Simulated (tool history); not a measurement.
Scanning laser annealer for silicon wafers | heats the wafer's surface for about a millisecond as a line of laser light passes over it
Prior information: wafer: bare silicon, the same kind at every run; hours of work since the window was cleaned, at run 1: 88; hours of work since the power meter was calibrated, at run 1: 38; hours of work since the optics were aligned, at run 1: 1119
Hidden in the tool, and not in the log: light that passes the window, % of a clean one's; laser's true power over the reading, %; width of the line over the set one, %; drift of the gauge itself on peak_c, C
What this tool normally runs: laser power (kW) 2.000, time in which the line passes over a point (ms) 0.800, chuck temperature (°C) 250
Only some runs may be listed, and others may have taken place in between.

run     day  laser power (kW)  time in which the line passes over a point (ms)  chuck temperature (°C)  hours of work since the window was cleaned  hours of work since the power meter was calibrated  hours of work since the optics were aligned  highest temperature of the surface (°C)
  1   0.000             2.000                                            0.800                     250                                          88                                                  38                                         1119                                     1022
  2   0.862             2.000                                            0.800                     250                                         100                                                  49                                         1130                                     1020
  3   1.654             1.826                                            0.800                     250                                         110                                                  59                                         1140                                      954
  4   2.488             1.826                                            0.800                     250                                         121                                                  71                                         1151                                      952
  5   3.179             1.826                                            0.800                     250                                         130                                                  80                                         1161                                      954
  6   3.925             2.000                                            0.800                     250                                         140                                                  89                                         1170                                     1021
  7   4.846             2.000                                            0.800                     250                                         152                                                 102                                         1183                                     1013
  8   5.692             2.000                                            0.800                     250                                         163                                                 113                                         1194                                     1019
  9   6.592             2.000                                            0.800                     250                                         175                                                 125                                         1206                                     1016
 10   7.217             2.000                                            0.800                     218                                         184                                                 133                                         1214                                      982
 11   7.892             2.000                                            0.800                     218                                         192                                                 142                                         1223                                      981
      8.654  -- optics aligned, line set to its width
 12   8.767             2.000                                            0.800                     218                                         201                                                 151                                            1                                      985
 13   9.279             2.000                                            0.563                     250                                         208                                                 157                                            8                                      909
 14   9.879             2.000                                            0.563                     250                                         216                                                 165                                           16                                      911
     10.046  -- window over the wafer cleaned
 15  10.512             1.765                                            0.836                     250                                           6                                                 173                                           23                                      934
 16  11.062             1.765                                            0.836                     250                                          13                                                 180                                           31                                      936
 17  11.846             1.765                                            0.836                     250                                          24                                                 190                                           41                                      934
 18  12.308             2.000                                            0.800                     283                                          30                                                 196                                           47                                     1039
 19  12.921             2.000                                            0.616                     245                                          38                                                 204                                           55                                      921
 20  13.650             1.707                                            0.800                     246                                          48                                                 214                                           65                                      892
 21  14.292             2.000                                            0.800                     270                                          56                                                 222                                           73                                     1022
 22  14.879             2.000                                            0.800                     221                                          64                                                 230                                           81                                      975
     15.279  -- window over the wafer cleaned, once more
 23  15.354             2.000                                            0.800                     221                                           1                                                 235                                           86                                     1000
 24  16.029             2.000                                            0.800                     221                                          10                                                 244                                           95                                     1002
 25  16.562             2.000                                            0.800                     221                                          17                                                 251                                          102                                      996
 26  17.225             2.080                                            0.800                     250                                          26                                                 260                                          111                                     1058
 27  18.129             2.166                                            0.800                     250                                          38                                                 272                                          123                                     1092

Entry by entry between the runs, the difference in hidden state between the last listed run before and the first listed run after:
In the gap between runs 11 and 12: optics aligned, line set to its width (day 8.654)
  light that passes the window, % of a clean one's: 97.98 -> 97.9; width of the line over the set one, %: 1.14 -> 0.3
  the result without the hidden state subtracted from the measured one, highest temperature of the surface (°C): -22 -> -19
In the gap between runs 14 and 15: window over the wafer cleaned (day 10.046)
  light that passes the window, % of a clean one's: 97.76 -> 96.7
  the result without the hidden state subtracted from the measured one, highest temperature of the surface (°C): -18 -> -25
In the gap between runs 22 and 23: window over the wafer cleaned, once more (day 15.279)
  light that passes the window, % of a clean one's: 96.16 -> 99.71; width of the line over the set one, %: 0.37 -> 0.38
  the result without the hidden state subtracted from the measured one, highest temperature of the surface (°C): -33 -> -5
